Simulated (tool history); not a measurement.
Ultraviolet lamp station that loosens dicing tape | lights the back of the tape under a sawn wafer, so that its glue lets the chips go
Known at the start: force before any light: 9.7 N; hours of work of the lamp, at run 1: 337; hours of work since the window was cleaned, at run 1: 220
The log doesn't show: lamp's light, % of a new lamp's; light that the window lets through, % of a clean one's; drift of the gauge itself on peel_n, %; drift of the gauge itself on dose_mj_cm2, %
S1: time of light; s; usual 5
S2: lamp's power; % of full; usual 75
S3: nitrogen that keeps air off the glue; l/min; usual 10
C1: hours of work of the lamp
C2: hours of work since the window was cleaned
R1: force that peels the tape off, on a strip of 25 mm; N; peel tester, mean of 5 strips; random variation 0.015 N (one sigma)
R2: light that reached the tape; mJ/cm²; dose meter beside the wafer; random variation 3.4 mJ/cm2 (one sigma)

{"run": 1, "hour": 0.0, "S1": 5, "S2": 75, "S3": 10, "C1": 337, "C2": 220, "R1": 0.926, "R2": 468}
{"run": 2, "hour": 16.4, "S1": 5, "S2": 75, "S3": 10, "C1": 346, "C2": 229, "R1": 0.962, "R2": 472}
{"run": 3, "hour": 49.9, "S1": 5, "S2": 75, "S3": 10, "C1": 363, "C2": 246, "R1": 0.932, "R2": 468}
{"run": 4, "hour": 78.6, "S1": 5, "S2": 75, "S3": 10, "C1": 378, "C2": 260, "R1": 0.932, "R2": 464}
{"run": 5, "hour": 109.5, "S1": 5, "S2": 75, "S3": 10, "C1": 393, "C2": 276, "R1": 0.962, "R2": 461}
{"run": 6, "hour": 135.5, "S1": 5, "S2": 75, "S3": 10, "C1": 407, "C2": 289, "R1": 1.005, "R2": 452}
{"run": 7, "hour": 159.2, "S1": 4, "S2": 75, "S3": 6, "C1": 419, "C2": 301, "R1": 1.758, "R2": 364}
{"hour": 162.9, "done": "window cleaned of glue's vapour"}
{"run": 8, "hour": 182.5, "S1": 5, "S2": 75, "S3": 11, "C1": 430, "C2": 10, "R1": 1.025, "R2": 438}
{"run": 9, "hour": 199.9, "S1": 8, "S2": 87, "S3": 10, "C1": 439, "C2": 19, "R1": 0.324, "R2": 819}
{"run": 10, "hour": 226.9, "S1": 8, "S2": 87, "S3": 10, "C1": 453, "C2": 33, "R1": 0.325, "R2": 808}
{"run": 11, "hour": 257.3, "S1": 8, "S2": 85, "S3": 10, "C1": 468, "C2": 48, "R1": 0.358, "R2": 790}
{"run": 12, "hour": 277.7, "S1": 8, "S2": 85, "S3": 10, "C1": 479, "C2": 58, "R1": 0.352, "R2": 787}

Forecast each of these 5 alternatives for the next run:
{"run": "A", "hour": 299.7, "S1": 5, "S2": 85, "S3": 8, "C1": 490, "C2": 70, "R1": "?", "R2": "?"}
{"run": "B", "hour": 299.7, "S1": 8, "S2": 63, "S3": 10, "C1": 490, "C2": 70, "R1": "?", "R2": "?"}
{"run": "C", "hour": 299.7, "S1": 5, "S2": 75, "S3": 13, "C1": 490, "C2": 70, "R1": "?", "R2": "?"}
{"run": "D", "hour": 299.7, "S1": 8, "S2": 81, "S3": 4, "C1": 490, "C2": 70, "R1": "?", "R2": "?"}
{"run": "E", "hour": 299.7, "S1": 2, "S2": 85, "S3": 17, "C1": 490, "C2": 70, "R1": "?", "R2": "?"}

run=A R1=0.934 R2=488
run=B R1=0.595 R2=580
run=C R1=0.995 R2=431
run=D R1=0.521 R2=740
run=E R1=3.047 R2=196
Without the tool's hidden state the same runs would have given:
run=A R1=0.595 R2=611
run=B R1=0.387 R2=726
run=C R1=0.632 R2=540
run=D R1=0.345 R2=928
run=E R1=2.322 R2=245
